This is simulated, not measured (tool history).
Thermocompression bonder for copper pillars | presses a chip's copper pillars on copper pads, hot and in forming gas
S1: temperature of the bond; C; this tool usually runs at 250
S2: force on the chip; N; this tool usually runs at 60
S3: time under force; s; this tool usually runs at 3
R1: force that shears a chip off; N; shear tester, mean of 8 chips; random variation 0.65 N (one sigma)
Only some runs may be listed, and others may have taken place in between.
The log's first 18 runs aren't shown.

run	day	S1	S2	S3	R1
19	11.492	250	61	3	80.2
20	12.267	250	61	3	79.9
21	12.917	252	61	3	81.3
22	13.675	258	61	2	74.4
23	14.442	258	61	2	74.9
24	15.275	239	60	3	71.1
25	16.100	239	60	3	70.8
26	16.529	254	36	7	67.6
27	17.400	254	36	7	68.6
28	18.192	254	36	7	67.7
29	18.667	254	39	5	63.4
30	19.217	225	60	2	52.9
31	19.996	255	46	2	54.8
32	20.675	255	46	2	54.7
# day 21.067: forming gas filter changed
33	21.229	250	71	6	104.4
34	22.067	276	40	4	77.8
35	22.750	227	63	5	80.8
36	23.221	252	60	4	88.4
37	23.658	254	52	5	85.6
38	24.362	254	52	5	85.2
39	25.204	254	52	5	84.6

Predict each of these 4 candidate next runs independently; none follows another, all start after run 39:
A	25.554	246	60	5	?
B	25.554	254	54	5	?
C	25.554	254	62	2	?
D	25.554	245	75	3	?

run	R1
A	89.4
B	87.9
C	76.9
D	91.0
Without the tool's hidden state the same runs would have given:
run	R1
A	95.9
B	94.4
C	83.5
D	97.4

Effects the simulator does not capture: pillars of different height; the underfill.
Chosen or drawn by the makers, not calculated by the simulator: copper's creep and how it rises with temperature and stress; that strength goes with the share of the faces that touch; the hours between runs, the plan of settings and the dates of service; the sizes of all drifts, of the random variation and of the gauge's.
